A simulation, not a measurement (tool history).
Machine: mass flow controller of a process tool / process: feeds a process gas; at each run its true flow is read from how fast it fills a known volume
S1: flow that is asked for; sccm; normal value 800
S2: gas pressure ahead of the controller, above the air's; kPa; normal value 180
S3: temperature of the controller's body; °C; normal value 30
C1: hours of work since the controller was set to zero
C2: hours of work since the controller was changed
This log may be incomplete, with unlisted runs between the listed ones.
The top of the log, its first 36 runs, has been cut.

{"run": 37, "hour": 2405.6, "S1": 973, "S2": 143, "S3": 21, "C1": 750, "C2": 4906, "true flow (%)": 99.26}
{"run": 38, "hour": 2482.1, "S1": 115, "S2": 155, "S3": 22, "C1": 810, "C2": 4966, "true flow (%)": 98.12}
{"run": 39, "hour": 2530.3, "S1": 800, "S2": 259, "S3": 20, "C1": 847, "C2": 5003, "true flow (%)": 98.93}
{"run": 40, "hour": 2571.2, "S1": 800, "S2": 213, "S3": 39, "C1": 879, "C2": 5035, "true flow (%)": 97.73}
{"run": 41, "hour": 2659.7, "S1": 800, "S2": 213, "S3": 39, "C1": 949, "C2": 5105, "true flow (%)": 97.69}
{"run": 42, "hour": 2752.7, "S1": 142, "S2": 242, "S3": 39, "C1": 1022, "C2": 5177, "true flow (%)": 96.88}
{"run": 43, "hour": 2841.3, "S1": 150, "S2": 260, "S3": 26, "C1": 1091, "C2": 5247, "true flow (%)": 97.41}
{"run": 44, "hour": 2881.1, "S1": 150, "S2": 260, "S3": 26, "C1": 1122, "C2": 5278, "true flow (%)": 97.33}
{"run": 45, "hour": 2951.1, "S1": 969, "S2": 187, "S3": 26, "C1": 1177, "C2": 5333, "true flow (%)": 98.14}
{"run": 46, "hour": 3013.8, "S1": 562, "S2": 257, "S3": 25, "C1": 1226, "C2": 5382, "true flow (%)": 97.6}
{"run": 47, "hour": 3096.6, "S1": 800, "S2": 204, "S3": 21, "C1": 1291, "C2": 5447, "true flow (%)": 98.08}
{"run": 48, "hour": 3176.0, "S1": 800, "S2": 206, "S3": 21, "C1": 1353, "C2": 5509, "true flow (%)": 98}

Alternative continuations, all from the tool just after run 48; predict every row:
{"run": "A", "hour": 3262.8, "S1": 321, "S2": 231, "S3": 27, "C1": 1421, "C2": 5577, "true flow (%)": "?"}
{"run": "B", "hour": 3262.8, "S1": 800, "S2": 206, "S3": 31, "C1": 1421, "C2": 5577, "true flow (%)": "?"}
{"run": "C", "hour": 3262.8, "S1": 800, "S2": 180, "S3": 40, "C1": 1421, "C2": 5577, "true flow (%)": "?"}
{"run": "D", "hour": 3262.8, "S1": 174, "S2": 180, "S3": 26, "C1": 1421, "C2": 5577, "true flow (%)": "?"}

run=A true_flow_(%)=96.99
run=B true_flow_(%)=97.31
run=C true_flow_(%)=96.77
run=D true_flow_(%)=97
Take away the tool's hidden state, keep each run's random variation, and the runs would have read:
run=A true_flow_(%)=99.16
run=B true_flow_(%)=99.48
run=C true_flow_(%)=98.93
run=D true_flow_(%)=99.17
